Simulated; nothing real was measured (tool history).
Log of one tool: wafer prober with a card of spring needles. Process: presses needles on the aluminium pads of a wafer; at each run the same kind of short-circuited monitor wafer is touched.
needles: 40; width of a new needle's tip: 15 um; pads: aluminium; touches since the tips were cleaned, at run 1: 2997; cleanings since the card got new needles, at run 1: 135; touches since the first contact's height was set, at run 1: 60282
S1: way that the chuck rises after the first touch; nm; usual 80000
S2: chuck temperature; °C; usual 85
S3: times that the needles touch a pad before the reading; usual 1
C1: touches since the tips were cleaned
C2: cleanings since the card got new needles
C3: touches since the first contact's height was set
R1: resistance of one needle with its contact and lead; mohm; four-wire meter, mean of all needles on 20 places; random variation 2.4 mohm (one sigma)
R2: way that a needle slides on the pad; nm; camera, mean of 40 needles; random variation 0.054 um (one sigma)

Run 1, hour 0: usual settings; C1 2997; C2 135; C3 60282. Result: R1 321 mohm, R2 17660 nm.
At hour 2.8: tips cleaned on abrasive film.
At hour 16: tips cleaned on abrasive film.
At hour 28.3: tips cleaned on abrasive film.
Run 2, hour 28.3: usual settings but S2 78 °C; C1 0; C2 138; C3 68932. Result: R1 268 mohm, R2 17640 nm.
At hour 39.3: tips cleaned on abrasive film.
At hour 50.2: tips cleaned on abrasive film.
At hour 53.3: height of the first contact set anew.
At hour 64.1: tips cleaned on abrasive film.
Run 3, hour 66.7: usual settings but S2 78 °C; C1 784; C2 141; C3 4115. Result: R1 283 mohm, R2 17950 nm.
At hour 77.7: tips cleaned on abrasive film.
At hour 91.4: tips cleaned on abrasive film.
Run 4, hour 93.2: usual settings but S2 78 °C; C1 568; C2 143; C3 12264. Result: R1 289 mohm, R2 18030 nm.
At hour 104.2: tips cleaned on abrasive film.
At hour 117.9: tips cleaned on abrasive film.
Run 5, hour 123.7: usual settings but S1 75000 nm; C1 1796; C2 145; C3 21641. Result: R1 315 mohm, R2 16710 nm.
At hour 129.2: tips cleaned on abrasive film.
At hour 141.9: tips cleaned on abrasive film.
At hour 155.6: tips cleaned on abrasive film.
Run 6, hour 165.1: usual settings but S1 75000 nm; C1 2942; C2 148; C3 34345. Result: R1 333 mohm, R2 16640 nm.
At hour 167.9: tips cleaned on abrasive film.
At hour 181: tips cleaned on abrasive film.
At hour 192: tips cleaned on abrasive film.
Run 7, hour 195.7: usual settings; C1 1168; C2 151; C3 43735. Result: R1 299 mohm, R2 17770 nm.
At hour 203.7: tips cleaned on abrasive film.
At hour 217.4: tips cleaned on abrasive film.
Run 8, hour 221.2: usual settings; C1 1177; C2 153; C3 51546. Result: R1 298 mohm, R2 17680 nm.
At hour 229.5: tips cleaned on abrasive film.
At hour 242.7: tips cleaned on abrasive film.
At hour 256.1: tips cleaned on abrasive film.
At hour 268.7: tips cleaned on abrasive film.
Run 9, hour 270.1: usual settings; C1 437; C2 157; C3 66567. Result: R1 288 mohm, R2 17680 nm.
At hour 281.1: tips cleaned on abrasive film.
At hour 292.1: tips cleaned on abrasive film.
Run 10, hour 295.6: usual settings; C1 1073; C2 159; C3 74380. Result: R1 300 mohm, R2 17630 nm.
At hour 303.8: tips cleaned on abrasive film.
At hour 304.1: height of the first contact set anew.
At hour 317: tips cleaned on abrasive film.
At hour 330.4: tips cleaned on abrasive film.
Run 11, hour 337.1: usual settings; C1 2054; C2 162; C3 10134. Result: R1 308 mohm, R2 17920 nm.
At hour 342.3: tips cleaned on abrasive film.
At hour 356: tips cleaned on abrasive film.
At hour 367.9: tips cleaned on abrasive film.
Run 12, hour 367.9: usual settings; C1 0; C2 165; C3 19592. Result: R1 279 mohm, R2 17870 nm.
At hour 380.9: tips cleaned on abrasive film.
At hour 394: tips cleaned on abrasive film.
At hour 406.8: tips cleaned on abrasive film.
Run 13, hour 413: usual settings; C1 1915; C2 168; C3 33448. Result: R1 309 mohm, R2 17750 nm.
At hour 418.6: tips cleaned on abrasive film.
At hour 431.7: tips cleaned on abrasive film.
Run 14, hour 441.8: usual settings but S2 48 °C; C1 3131; C2 170; C3 42294. Result: R1 324 mohm, R2 17780 nm.
At hour 444.6: tips cleaned on abrasive film.
At hour 458: tips cleaned on abrasive film.
At hour 471.7: tips cleaned on abrasive film.
Run 15, hour 480.8: usual settings but S2 48 °C; C1 2831; C2 173; C3 54275. Result: R1 322 mohm, R2 17650 nm.
At hour 483.7: tips cleaned on abrasive film.
At hour 496.6: tips cleaned on abrasive film.
At hour 510.2: tips cleaned on abrasive film.
Run 16, hour 514.3: usual settings but S1 84000 nm, S2 48 °C; C1 1279; C2 176; C3 64544. Result: R1 291 mohm, R2 18460 nm.
At hour 522.2: tips cleaned on abrasive film.
At hour 535.9: tips cleaned on abrasive film.
At hour 546.9: tips cleaned on abrasive film.
At hour 555.3: height of the first contact set anew.
Run 17, hour 555.5: usual settings but S1 77000 nm, S2 46 °C, S3 2; C1 2588; C2 179; C3 77. Result: R1 299 mohm, R2 17310 nm.
At hour 560.7: tips cleaned on abrasive film.
At hour 573.6: tips cleaned on abrasive film.
Run 18, hour 584: usual settings but S1 78000 nm, S2 42 °C, S3 2; C1 3239; C2 181; C3 8825. Result: R1 295 mohm, R2 17470 nm.
At hour 586.8: tips cleaned on abrasive film.
At hour 597.8: tips cleaned on abrasive film.
At hour 611: tips cleaned on abrasive film.
At hour 624.1: tips cleaned on abrasive film.
Run 19, hour 630.7: usual settings but S1 78000 nm, S2 42 °C, S3 2; C1 2058; C2 185; C3 23157. Result: R1 289 mohm, R2 17490 nm.
At hour 635.8: tips cleaned on abrasive film.
At hour 646.8: tips cleaned on abrasive film.
At hour 657.8: tips cleaned on abrasive film.
At hour 668.8: tips cleaned on abrasive film.
Run 20, hour 670.7: usual settings but S1 78000 nm, S2 42 °C, S3 2; C1 588; C2 189; C3 35388. Result: R1 275 mohm, R2 17240 nm.
At hour 681: tips cleaned on abrasive film.
At hour 694.1: tips cleaned on abrasive film.
At hour 705.1: tips cleaned on abrasive film.
At hour 718.8: tips cleaned on abrasive film.
Run 21, hour 719.6: usual settings but S1 96000 nm, S2 42 °C, S3 2; C1 233; C2 193; C3 50390. Result: R1 259 mohm, R2 21280 nm.
At hour 730: tips cleaned on abrasive film.
At hour 743.7: tips cleaned on abrasive film.
Run 22, hour 751.8: usual settings but S1 96000 nm, S2 42 °C, S3 2; C1 2525; C2 195; C3 60311. Result: R1 280 mohm, R2 21200 nm.
At hour 757.1: tips cleaned on abrasive film.
At hour 768: tips cleaned on abrasive film.
At hour 779: tips cleaned on abrasive film.
Run 23, hour 788.2: usual settings; C1 2836; C2 198; C3 71471. Result: R1 328 mohm, R2 17570 nm.
At hour 791: tips cleaned on abrasive film.
At hour 803.5: tips cleaned on abrasive film.
At hour 806.5: height of the first contact set anew.
At hour 817.4: tips cleaned on abrasive film.
At hour 828.4: tips cleaned on abrasive film.
Run 24, hour 828.6: usual settings but S1 63000 nm, S2 114 °C; C1 67; C2 202; C3 6794. Result: R1 301 mohm, R2 14140 nm.
At hour 839.6: tips cleaned on abrasive film.
At hour 853.2: tips cleaned on abrasive film.
At hour 866.6: tips cleaned on abrasive film.
At hour 877.9: tips cleaned on abrasive film.
Run 25, hour 877.9: usual settings but S1 63000 nm, S2 114 °C; C1 0; C2 206; C3 21905. Result: R1 294 mohm, R2 13980 nm.
At hour 891.2: tips cleaned on abrasive film.
At hour 904.8: tips cleaned on abrasive film.
Run 26, hour 912.7: usual settings but S1 63000 nm, S2 114 °C; C1 2472; C2 208; C3 32626. Result: R1 364 mohm, R2 14000 nm.
At hour 918.3: tips cleaned on abrasive film.
At hour 931.9: tips cleaned on abrasive film.
At hour 942.9: tips cleaned on abrasive film.
Run 27, hour 952.7: usual settings but S1 68000 nm, S2 53 °C, S3 3; C1 3018; C2 211; C3 44888. Result: R1 294 mohm, R2 15090 nm.
At hour 955.5: tips cleaned on abrasive film.
At hour 966.5: tips cleaned on abrasive film.
At hour 979.5: tips cleaned on abrasive film.
Run 28, hour 986.7: usual settings but S2 77 °C; C1 2247; C2 214; C3 55330. Result: R1 316 mohm, R2 17640 nm.

4 ways to go on from here, each from the tool as it stands after run 28. What would each give?
At hour 992: tips cleaned on abrasive film.
At hour 1005: tips cleaned on abrasive film.
At hour 1018.7: tips cleaned on abrasive film.
Run A, hour 1027.9: usual settings but S1 61000 nm, S2 68 °C, S3 2; C1 2835; C2 217; C3 67965. Result: R1 ?, R2 ?.
At hour 992: tips cleaned on abrasive film.
At hour 1005: tips cleaned on abrasive film.
At hour 1018.7: tips cleaned on abrasive film.
Run B, hour 1027.9: usual settings but S1 63000 nm, S2 27 °C, S3 2; C1 2835; C2 217; C3 67965. Result: R1 ?, R2 ?.
At hour 992: tips cleaned on abrasive film.
At hour 1005: tips cleaned on abrasive film.
At hour 1018.7: tips cleaned on abrasive film.
Run C, hour 1027.9: usual settings but S3 2; C1 2835; C2 217; C3 67965. Result: R1 ?, R2 ?.
At hour 992: tips cleaned on abrasive film.
At hour 1005: tips cleaned on abrasive film.
At hour 1018.7: tips cleaned on abrasive film.
Run D, hour 1027.9: usual settings but S1 85000 nm, S2 62 °C, S3 2; C1 2835; C2 217; C3 67965. Result: R1 ?, R2 ?.

run   R1     R2
  A  346  13300
  B  326  13790
  C  316  17510
  D  295  18770
Without the tool's hidden state the same runs would have given:
run   R1     R2
  A  269  13680
  B  251  14170
  C  270  17890
  D  254  19150
